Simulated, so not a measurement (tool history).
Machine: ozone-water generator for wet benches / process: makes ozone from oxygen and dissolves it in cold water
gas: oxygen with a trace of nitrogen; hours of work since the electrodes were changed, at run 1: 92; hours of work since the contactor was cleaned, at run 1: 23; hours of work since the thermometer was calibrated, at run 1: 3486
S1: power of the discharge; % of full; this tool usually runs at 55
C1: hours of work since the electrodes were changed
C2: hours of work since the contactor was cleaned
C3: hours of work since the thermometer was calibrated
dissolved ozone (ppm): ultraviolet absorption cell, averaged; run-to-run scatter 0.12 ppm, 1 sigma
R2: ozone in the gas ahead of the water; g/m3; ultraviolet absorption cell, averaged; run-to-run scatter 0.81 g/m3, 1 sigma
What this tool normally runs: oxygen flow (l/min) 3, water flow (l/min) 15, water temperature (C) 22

run 1 hour=0 | S1=55 oxygen_flow_(l/min)=3 water_flow_(l/min)=15 water_temperature_(C)=22 | C1=92 C2=23 C3=3486 | dissolved_ozone_(ppm)=11.2 R2=125.9
run 2 hour=33 | S1=55 oxygen_flow_(l/min)=3 water_flow_(l/min)=15 water_temperature_(C)=18 | C1=120 C2=51 C3=3514 | dissolved_ozone_(ppm)=12.2 R2=128.1
-- hour=63.6 water thermometer calibrated
run 3 hour=92.8 | S1=65 oxygen_flow_(l/min)=3 water_flow_(l/min)=15 water_temperature_(C)=22 | C1=171 C2=101 C3=25 | dissolved_ozone_(ppm)=12.9 R2=142.7
run 4 hour=130.9 | S1=55 oxygen_flow_(l/min)=3 water_flow_(l/min)=15 water_temperature_(C)=22 | C1=203 C2=133 C3=57 | dissolved_ozone_(ppm)=11.3 R2=125.5
run 5 hour=162.1 | S1=55 oxygen_flow_(l/min)=3 water_flow_(l/min)=15 water_temperature_(C)=22 | C1=229 C2=160 C3=84 | dissolved_ozone_(ppm)=11.4 R2=128.3
run 6 hour=220.4 | S1=55 oxygen_flow_(l/min)=3 water_flow_(l/min)=15 water_temperature_(C)=22 | C1=279 C2=209 C3=133 | dissolved_ozone_(ppm)=11.3 R2=125.7
run 7 hour=284.7 | S1=55 oxygen_flow_(l/min)=3 water_flow_(l/min)=15 water_temperature_(C)=22 | C1=333 C2=264 C3=188 | dissolved_ozone_(ppm)=11.4 R2=126.9
run 8 hour=329.8 | S1=55 oxygen_flow_(l/min)=3.12 water_flow_(l/min)=15 water_temperature_(C)=22 | C1=372 C2=302 C3=226 | dissolved_ozone_(ppm)=11.2 R2=122.8
run 9 hour=370.3 | S1=55 oxygen_flow_(l/min)=3 water_flow_(l/min)=15 water_temperature_(C)=22 | C1=406 C2=336 C3=260 | dissolved_ozone_(ppm)=11.2 R2=126.9
run 10 hour=442.3 | S1=55 oxygen_flow_(l/min)=2.86 water_flow_(l/min)=15 water_temperature_(C)=22 | C1=467 C2=397 C3=321 | dissolved_ozone_(ppm)=11.3 R2=130.9
run 11 hour=491.4 | S1=55 oxygen_flow_(l/min)=3 water_flow_(l/min)=15 water_temperature_(C)=19 | C1=509 C2=439 C3=363 | dissolved_ozone_(ppm)=11.9 R2=127.4
run 12 hour=525.8 | S1=55 oxygen_flow_(l/min)=3 water_flow_(l/min)=15 water_temperature_(C)=19 | C1=538 C2=468 C3=392 | dissolved_ozone_(ppm)=11.8 R2=127.4
run 13 hour=576.3 | S1=55 oxygen_flow_(l/min)=3 water_flow_(l/min)=15 water_temperature_(C)=19 | C1=581 C2=511 C3=435 | dissolved_ozone_(ppm)=11.5 R2=124.3
run 14 hour=633.6 | S1=55 oxygen_flow_(l/min)=5.25 water_flow_(l/min)=15 water_temperature_(C)=22 | C1=629 C2=560 C3=483 | dissolved_ozone_(ppm)=10.4 R2=86.7
run 15 hour=670.8 | S1=55 oxygen_flow_(l/min)=5.25 water_flow_(l/min)=15 water_temperature_(C)=22 | C1=661 C2=591 C3=515 | dissolved_ozone_(ppm)=10.1 R2=87
-- hour=680.1 contactor cleaned
run 16 hour=743.4 | S1=55 oxygen_flow_(l/min)=2.27 water_flow_(l/min)=15 water_temperature_(C)=22 | C1=719 C2=54 C3=573 | dissolved_ozone_(ppm)=11.2 R2=150.7
run 17 hour=783.5 | S1=55 oxygen_flow_(l/min)=2.27 water_flow_(l/min)=15 water_temperature_(C)=22 | C1=753 C2=88 C3=607 | dissolved_ozone_(ppm)=11.4 R2=150.1
-- hour=806.4 contactor cleaned, once more
run 18 hour=818.2 | S1=55 oxygen_flow_(l/min)=2.27 water_flow_(l/min)=15 water_temperature_(C)=22 | C1=779 C2=10 C3=633 | dissolved_ozone_(ppm)=11.5 R2=152.6
run 19 hour=881.5 | S1=55 oxygen_flow_(l/min)=2.27 water_flow_(l/min)=15 water_temperature_(C)=22 | C1=833 C2=64 C3=687 | dissolved_ozone_(ppm)=11.4 R2=150.4
run 20 hour=922.9 | S1=74 oxygen_flow_(l/min)=1.76 water_flow_(l/min)=13 water_temperature_(C)=17 | C1=868 C2=99 C3=722 | dissolved_ozone_(ppm)=16.7 R2=223
run 21 hour=953.9 | S1=49 oxygen_flow_(l/min)=4.77 water_flow_(l/min)=18 water_temperature_(C)=29 | C1=894 C2=125 C3=748 | dissolved_ozone_(ppm)=7.6 R2=82.9
run 22 hour=1014.1 | S1=49 oxygen_flow_(l/min)=4.77 water_flow_(l/min)=18 water_temperature_(C)=29 | C1=945 C2=176 C3=799 | dissolved_ozone_(ppm)=7.5 R2=84.5
run 23 hour=1054.5 | S1=72 oxygen_flow_(l/min)=1.98 water_flow_(l/min)=23 water_temperature_(C)=24 | C1=979 C2=210 C3=834 | dissolved_ozone_(ppm)=9.2 R2=203.2
run 24 hour=1107.8 | S1=72 oxygen_flow_(l/min)=1.98 water_flow_(l/min)=23 water_temperature_(C)=24 | C1=1024 C2=256 C3=879 | dissolved_ozone_(ppm)=9.1 R2=200.7
run 25 hour=1146.4 | S1=43 oxygen_flow_(l/min)=3 water_flow_(l/min)=11 water_temperature_(C)=22 | C1=1057 C2=288 C3=911 | dissolved_ozone_(ppm)=11.6 R2=105.2
run 26 hour=1182.6 | S1=55 oxygen_flow_(l/min)=3 water_flow_(l/min)=11 water_temperature_(C)=19 | C1=1088 C2=319 C3=942 | dissolved_ozone_(ppm)=14.7 R2=124.4
run 27 hour=1220.5 | S1=55 oxygen_flow_(l/min)=3 water_flow_(l/min)=11 water_temperature_(C)=15 | C1=1120 C2=351 C3=974 | dissolved_ozone_(ppm)=15.4 R2=124.2
run 28 hour=1274.4 | S1=46 oxygen_flow_(l/min)=2.26 water_flow_(l/min)=10 water_temperature_(C)=28 | C1=1166 C2=397 C3=1020 | dissolved_ozone_(ppm)=12.5 R2=132.8
run 29 hour=1331 | S1=46 oxygen_flow_(l/min)=2.26 water_flow_(l/min)=10 water_temperature_(C)=28 | C1=1214 C2=445 C3=1068 | dissolved_ozone_(ppm)=12.5 R2=132.5
run 30 hour=1366.1 | S1=63 oxygen_flow_(l/min)=2.26 water_flow_(l/min)=10 water_temperature_(C)=19 | C1=1244 C2=475 C3=1098 | dissolved_ozone_(ppm)=18.1 R2=166.3
run 31 hour=1423.1 | S1=63 oxygen_flow_(l/min)=2.26 water_flow_(l/min)=10 water_temperature_(C)=19 | C1=1292 C2=523 C3=1146 | dissolved_ozone_(ppm)=18 R2=165.8
run 32 hour=1465.4 | S1=43 oxygen_flow_(l/min)=3 water_flow_(l/min)=10 water_temperature_(C)=16 | C1=1328 C2=559 C3=1182 | dissolved_ozone_(ppm)=13.5 R2=104.5
run 33 hour=1513.7 | S1=65 oxygen_flow_(l/min)=3.05 water_flow_(l/min)=9 water_temperature_(C)=14 | C1=1369 C2=600 C3=1223 | dissolved_ozone_(ppm)=20.2 R2=140.3

Hidden condition of the tool, last listed run before each entry between runs versus first listed run after:
Runs 2 to 3: water thermometer calibrated (hour 63.6)
  yield of the discharge, % of new electrodes': 100.2 -> 100.1; true water temperature over the reading, C: 0.18 -> 0.04
  difference, measured minus the result without the unlogged condition, dissolved ozone (ppm): +0 -> +0; R2: +0.2 -> +0.1 g/m3
Runs 15 to 16: contactor cleaned (hour 680.1)
  yield of the discharge, % of new electrodes': 99.2 -> 99.1; contactor's efficiency, % of a clean one's: 98.7 -> 98.3; true water temperature over the reading, C: 0.05 -> 0.06
  difference, measured minus the result without the unlogged condition, dissolved ozone (ppm): -0.1 -> -0.2; R2: -0.6 -> -1.1 g/m3
Runs 17 to 18: contactor cleaned, once more (hour 806.4)
  yield of the discharge, % of new electrodes': 99 -> 98.9; contactor's efficiency, % of a clean one's: 98.2 -> 99.6
  difference, measured minus the result without the unlogged condition, dissolved ozone (ppm): -0.2 -> -0.1; R2: -1.3 -> -1.3 g/m3
